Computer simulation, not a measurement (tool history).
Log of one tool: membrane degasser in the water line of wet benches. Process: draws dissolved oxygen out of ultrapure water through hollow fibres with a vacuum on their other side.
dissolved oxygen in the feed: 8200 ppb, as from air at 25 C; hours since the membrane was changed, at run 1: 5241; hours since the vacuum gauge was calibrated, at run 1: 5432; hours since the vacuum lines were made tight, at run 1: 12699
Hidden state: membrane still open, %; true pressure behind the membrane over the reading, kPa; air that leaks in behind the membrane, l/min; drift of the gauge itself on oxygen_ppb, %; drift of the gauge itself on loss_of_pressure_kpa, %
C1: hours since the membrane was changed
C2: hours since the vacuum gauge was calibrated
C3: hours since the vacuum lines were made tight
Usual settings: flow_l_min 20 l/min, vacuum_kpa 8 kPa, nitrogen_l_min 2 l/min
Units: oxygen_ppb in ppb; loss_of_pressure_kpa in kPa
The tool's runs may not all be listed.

run 1 day=0 | flow_l_min=20 vacuum_kpa=8 nitrogen_l_min=2 | C1=5241 C2=5432 C3=12699 | oxygen_ppb=250.7 loss_of_pressure_kpa=26.9
run 2 day=3.383 | flow_l_min=20 vacuum_kpa=8 nitrogen_l_min=2 | C1=5322 C2=5514 C3=12781 | oxygen_ppb=252.5 loss_of_pressure_kpa=27.17
run 3 day=7.592 | flow_l_min=20 vacuum_kpa=8 nitrogen_l_min=2 | C1=5423 C2=5615 C3=12882 | oxygen_ppb=254.3 loss_of_pressure_kpa=26.95
run 4 day=11.75 | flow_l_min=20 vacuum_kpa=8 nitrogen_l_min=2 | C1=5523 C2=5714 C3=12981 | oxygen_ppb=258.6 loss_of_pressure_kpa=26.79
run 5 day=16.088 | flow_l_min=20 vacuum_kpa=8 nitrogen_l_min=2 | C1=5627 C2=5818 C3=13086 | oxygen_ppb=259.4 loss_of_pressure_kpa=27.06
run 6 day=20.929 | flow_l_min=20 vacuum_kpa=8 nitrogen_l_min=2 | C1=5743 C2=5935 C3=13202 | oxygen_ppb=256.8 loss_of_pressure_kpa=26.81
run 7 day=26.433 | flow_l_min=20 vacuum_kpa=8 nitrogen_l_min=2 | C1=5875 C2=6067 C3=13334 | oxygen_ppb=253.1 loss_of_pressure_kpa=27.04
run 8 day=32.158 | flow_l_min=20 vacuum_kpa=8 nitrogen_l_min=2 | C1=6013 C2=6204 C3=13471 | oxygen_ppb=254.3 loss_of_pressure_kpa=27.03
run 9 day=36.5 | flow_l_min=20 vacuum_kpa=8 nitrogen_l_min=2 | C1=6117 C2=6308 C3=13575 | oxygen_ppb=256.3 loss_of_pressure_kpa=26.5
run 10 day=39.529 | flow_l_min=20 vacuum_kpa=7.67 nitrogen_l_min=2 | C1=6190 C2=6381 C3=13648 | oxygen_ppb=252.3 loss_of_pressure_kpa=27.19
run 11 day=45.246 | flow_l_min=23 vacuum_kpa=8 nitrogen_l_min=2 | C1=6327 C2=6518 C3=13785 | oxygen_ppb=324.5 loss_of_pressure_kpa=31.28
run 12 day=51.212 | flow_l_min=20 vacuum_kpa=16.78 nitrogen_l_min=2 | C1=6470 C2=6661 C3=13929 | oxygen_ppb=454.4 loss_of_pressure_kpa=26.76
-- day=52.65 seals of the vacuum lines changed
run 13 day=55.954 | flow_l_min=20 vacuum_kpa=16.78 nitrogen_l_min=2 | C1=6582 C2=6773 C3=79 | oxygen_ppb=450 loss_of_pressure_kpa=27.26
run 14 day=61.671 | flow_l_min=21 vacuum_kpa=8 nitrogen_l_min=2 | C1=6719 C2=6910 C3=216 | oxygen_ppb=280.7 loss_of_pressure_kpa=28.11
run 15 day=65.296 | flow_l_min=20 vacuum_kpa=8 nitrogen_l_min=3.44 | C1=6806 C2=6997 C3=303 | oxygen_ppb=212.2 loss_of_pressure_kpa=26.91
-- day=67.383 vacuum gauge calibrated
run 16 day=67.754 | flow_l_min=20 vacuum_kpa=8 nitrogen_l_min=3.44 | C1=6865 C2=9 C3=362 | oxygen_ppb=214.7 loss_of_pressure_kpa=27.22
run 17 day=71.438 | flow_l_min=20 vacuum_kpa=8 nitrogen_l_min=4.15 | C1=6953 C2=97 C3=450 | oxygen_ppb=202.6 loss_of_pressure_kpa=27.18
run 18 day=76.3 | flow_l_min=13 vacuum_kpa=15.18 nitrogen_l_min=0.99 | C1=7070 C2=214 C3=567 | oxygen_ppb=402 loss_of_pressure_kpa=17.47
run 19 day=82.067 | flow_l_min=28 vacuum_kpa=17.19 nitrogen_l_min=2.04 | C1=7208 C2=352 C3=706 | oxygen_ppb=701 loss_of_pressure_kpa=37.97
run 20 day=87.312 | flow_l_min=28 vacuum_kpa=17.19 nitrogen_l_min=2.04 | C1=7334 C2=478 C3=831 | oxygen_ppb=702.4 loss_of_pressure_kpa=37.98
run 21 day=93.096 | flow_l_min=21 vacuum_kpa=14.54 nitrogen_l_min=2.04 | C1=7473 C2=617 C3=970 | oxygen_ppb=426.4 loss_of_pressure_kpa=28.52
-- day=95.983 vacuum gauge calibrated, once more
run 22 day=98.492 | flow_l_min=21 vacuum_kpa=14.54 nitrogen_l_min=2.04 | C1=7602 C2=60 C3=1099 | oxygen_ppb=425.1 loss_of_pressure_kpa=28.73
run 23 day=101.246 | flow_l_min=20 vacuum_kpa=8 nitrogen_l_min=5.28 | C1=7668 C2=126 C3=1165 | oxygen_ppb=189.7 loss_of_pressure_kpa=27.28
run 24 day=106.546 | flow_l_min=16 vacuum_kpa=8 nitrogen_l_min=3.43 | C1=7795 C2=253 C3=1292 | oxygen_ppb=135.1 loss_of_pressure_kpa=21.67
run 25 day=112.271 | flow_l_min=23 vacuum_kpa=7.38 nitrogen_l_min=3.91 | C1=7933 C2=391 C3=1430 | oxygen_ppb=267.6 loss_of_pressure_kpa=31.24
run 26 day=117.7 | flow_l_min=23 vacuum_kpa=7.38 nitrogen_l_min=2.74 | C1=8063 C2=521 C3=1560 | oxygen_ppb=281.3 loss_of_pressure_kpa=30.97
run 27 day=121.9 | flow_l_min=23 vacuum_kpa=7.38 nitrogen_l_min=2.74 | C1=8164 C2=622 C3=1661 | oxygen_ppb=288.2 loss_of_pressure_kpa=31.51
run 28 day=125.571 | flow_l_min=15 vacuum_kpa=8 nitrogen_l_min=2 | C1=8252 C2=710 C3=1749 | oxygen_ppb=154.4 loss_of_pressure_kpa=20.43
run 29 day=129.75 | flow_l_min=18 vacuum_kpa=17.77 nitrogen_l_min=2 | C1=8352 C2=810 C3=1849 | oxygen_ppb=414.2 loss_of_pressure_kpa=24.56
run 30 day=135.662 | flow_l_min=23 vacuum_kpa=5.02 nitrogen_l_min=4.18 | C1=8494 C2=952 C3=1991 | oxygen_ppb=236 loss_of_pressure_kpa=31.32
run 31 day=141.329 | flow_l_min=20 vacuum_kpa=8 nitrogen_l_min=0.96 | C1=8630 C2=1088 C3=2127 | oxygen_ppb=369.9 loss_of_pressure_kpa=27.33
run 32 day=144.467 | flow_l_min=19 vacuum_kpa=19.33 nitrogen_l_min=2.14 | C1=8705 C2=1164 C3=2203 | oxygen_ppb=454.1 loss_of_pressure_kpa=26.15

4 ways to go on from here, each from the tool as it stands after run 32. What would each give?
run A day=148.262 | flow_l_min=16 vacuum_kpa=16.37 nitrogen_l_min=4.63 | C1=8796 C2=1255 C3=2294 | oxygen_ppb=? loss_of_pressure_kpa=?
run B day=148.262 | flow_l_min=28 vacuum_kpa=12.28 nitrogen_l_min=2.14 | C1=8796 C2=1255 C3=2294 | oxygen_ppb=? loss_of_pressure_kpa=?
run C day=148.262 | flow_l_min=19 vacuum_kpa=19.33 nitrogen_l_min=2.51 | C1=8796 C2=1255 C3=2294 | oxygen_ppb=? loss_of_pressure_kpa=?
run D day=148.262 | flow_l_min=21 vacuum_kpa=12.76 nitrogen_l_min=1.62 | C1=8796 C2=1255 C3=2294 | oxygen_ppb=? loss_of_pressure_kpa=?

run=A oxygen_ppb=192.1 loss_of_pressure_kpa=22.02
run=B oxygen_ppb=568.3 loss_of_pressure_kpa=38.31
run=C oxygen_ppb=414 loss_of_pressure_kpa=25.82
run=D oxygen_ppb=442.2 loss_of_pressure_kpa=28.43
Without the tool's hidden state the same runs would have given:
run=A oxygen_ppb=175.7 loss_of_pressure_kpa=21.06
run=B oxygen_ppb=525.5 loss_of_pressure_kpa=36.61
run=C oxygen_ppb=390.3 loss_of_pressure_kpa=24.68
run=D oxygen_ppb=414.6 loss_of_pressure_kpa=27.17

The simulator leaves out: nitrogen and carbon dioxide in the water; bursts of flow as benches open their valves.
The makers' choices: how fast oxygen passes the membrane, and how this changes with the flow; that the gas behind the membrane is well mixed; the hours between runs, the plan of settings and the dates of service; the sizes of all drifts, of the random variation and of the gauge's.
